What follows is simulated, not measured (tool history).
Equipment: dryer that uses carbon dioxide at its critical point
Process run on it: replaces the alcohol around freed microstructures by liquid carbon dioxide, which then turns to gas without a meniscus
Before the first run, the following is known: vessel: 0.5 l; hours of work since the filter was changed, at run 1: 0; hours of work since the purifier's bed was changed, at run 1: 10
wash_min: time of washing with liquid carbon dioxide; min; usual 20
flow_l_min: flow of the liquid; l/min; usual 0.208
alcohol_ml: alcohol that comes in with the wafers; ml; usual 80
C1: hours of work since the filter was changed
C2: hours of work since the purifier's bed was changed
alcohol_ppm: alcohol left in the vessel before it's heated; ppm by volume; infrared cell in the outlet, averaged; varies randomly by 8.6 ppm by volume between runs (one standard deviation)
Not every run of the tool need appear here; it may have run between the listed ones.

run 1 day=0 | wash_min=20 flow_l_min=0.208 alcohol_ml=80 | C1=0 C2=10 | alcohol_ppm=483
run 2 day=0.767 | wash_min=20 flow_l_min=0.208 alcohol_ml=80 | C1=8 C2=18 | alcohol_ppm=509
run 3 day=1.512 | wash_min=20 flow_l_min=0.208 alcohol_ml=80 | C1=16 C2=26 | alcohol_ppm=532
run 4 day=2.142 | wash_min=18 flow_l_min=0.208 alcohol_ml=80 | C1=22 C2=32 | alcohol_ppm=964
run 5 day=2.592 | wash_min=20 flow_l_min=0.179 alcohol_ml=80 | C1=27 C2=37 | alcohol_ppm=1199
run 6 day=2.958 | wash_min=20 flow_l_min=0.179 alcohol_ml=80 | C1=31 C2=41 | alcohol_ppm=1239
run 7 day=3.346 | wash_min=20 flow_l_min=0.179 alcohol_ml=80 | C1=35 C2=45 | alcohol_ppm=1273
run 8 day=4.167 | wash_min=20 flow_l_min=0.179 alcohol_ml=80 | C1=43 C2=54 | alcohol_ppm=1310
run 9 day=4.567 | wash_min=20 flow_l_min=0.179 alcohol_ml=80 | C1=48 C2=58 | alcohol_ppm=1337
run 10 day=5.317 | wash_min=20 flow_l_min=0.179 alcohol_ml=80 | C1=55 C2=66 | alcohol_ppm=1446
run 11 day=5.842 | wash_min=20 flow_l_min=0.208 alcohol_ml=80 | C1=61 C2=71 | alcohol_ppm=693
run 12 day=6.317 | wash_min=20 flow_l_min=0.208 alcohol_ml=73 | C1=66 C2=76 | alcohol_ppm=661
run 13 day=7.071 | wash_min=20 flow_l_min=0.208 alcohol_ml=73 | C1=74 C2=84 | alcohol_ppm=694
run 14 day=7.575 | wash_min=20 flow_l_min=0.297 alcohol_ml=80 | C1=79 C2=89 | alcohol_ppm=100
run 15 day=8.021 | wash_min=20 flow_l_min=0.29 alcohol_ml=80 | C1=84 C2=94 | alcohol_ppm=116
run 16 day=8.45 | wash_min=20 flow_l_min=0.211 alcohol_ml=80 | C1=88 C2=98 | alcohol_ppm=765
run 17 day=9.029 | wash_min=20 flow_l_min=0.211 alcohol_ml=80 | C1=94 C2=104 | alcohol_ppm=800
run 18 day=9.408 | wash_min=20 flow_l_min=0.24 alcohol_ml=91 | C1=98 C2=108 | alcohol_ppm=462
run 19 day=10.104 | wash_min=25 flow_l_min=0.13 alcohol_ml=115 | C1=105 C2=115 | alcohol_ppm=3742
run 20 day=10.838 | wash_min=29 flow_l_min=0.174 alcohol_ml=80 | C1=113 C2=123 | alcohol_ppm=302
run 21 day=11.467 | wash_min=29 flow_l_min=0.174 alcohol_ml=80 | C1=119 C2=130 | alcohol_ppm=340
run 22 day=11.892 | wash_min=25 flow_l_min=0.136 alcohol_ml=61 | C1=124 C2=134 | alcohol_ppm=1855
run 23 day=12.412 | wash_min=20 flow_l_min=0.177 alcohol_ml=80 | C1=129 C2=139 | alcohol_ppm=2140
run 24 day=12.983 | wash_min=20 flow_l_min=0.177 alcohol_ml=80 | C1=135 C2=145 | alcohol_ppm=2231
run 25 day=13.846 | wash_min=20 flow_l_min=0.177 alcohol_ml=80 | C1=144 C2=154 | alcohol_ppm=2351
run 26 day=14.646 | wash_min=20 flow_l_min=0.177 alcohol_ml=80 | C1=152 C2=163 | alcohol_ppm=2421
run 27 day=15.046 | wash_min=20 flow_l_min=0.177 alcohol_ml=80 | C1=157 C2=167 | alcohol_ppm=2464
-- day=15.842 inlet filter changed
run 28 day=15.946 | wash_min=20 flow_l_min=0.177 alcohol_ml=80 | C1=1 C2=176 | alcohol_ppm=1163
run 29 day=16.512 | wash_min=20 flow_l_min=0.177 alcohol_ml=80 | C1=7 C2=182 | alcohol_ppm=1186
run 30 day=16.962 | wash_min=20 flow_l_min=0.177 alcohol_ml=80 | C1=12 C2=186 | alcohol_ppm=1211
run 31 day=17.65 | wash_min=20 flow_l_min=0.177 alcohol_ml=80 | C1=19 C2=193 | alcohol_ppm=1246
run 32 day=18.517 | wash_min=20 flow_l_min=0.201 alcohol_ml=39 | C1=28 C2=202 | alcohol_ppm=345
run 33 day=18.9 | wash_min=23 flow_l_min=0.129 alcohol_ml=22 | C1=32 C2=206 | alcohol_ppm=797
run 34 day=19.45 | wash_min=23 flow_l_min=0.129 alcohol_ml=22 | C1=38 C2=212 | alcohol_ppm=787

Entry by entry between the runs, the difference in hidden state between the last listed run before and the first listed run after:
Between runs 27 and 28: inlet filter changed (day 15.842)
  flow that reaches the vessel past the clogged filter, %: 83.8 -> 99.3; alcohol in the recycled carbon dioxide, ppm: 25.9 -> 27.1
  measured minus no-state result, alcohol_ppm: +1379 -> +63 ppm by volume
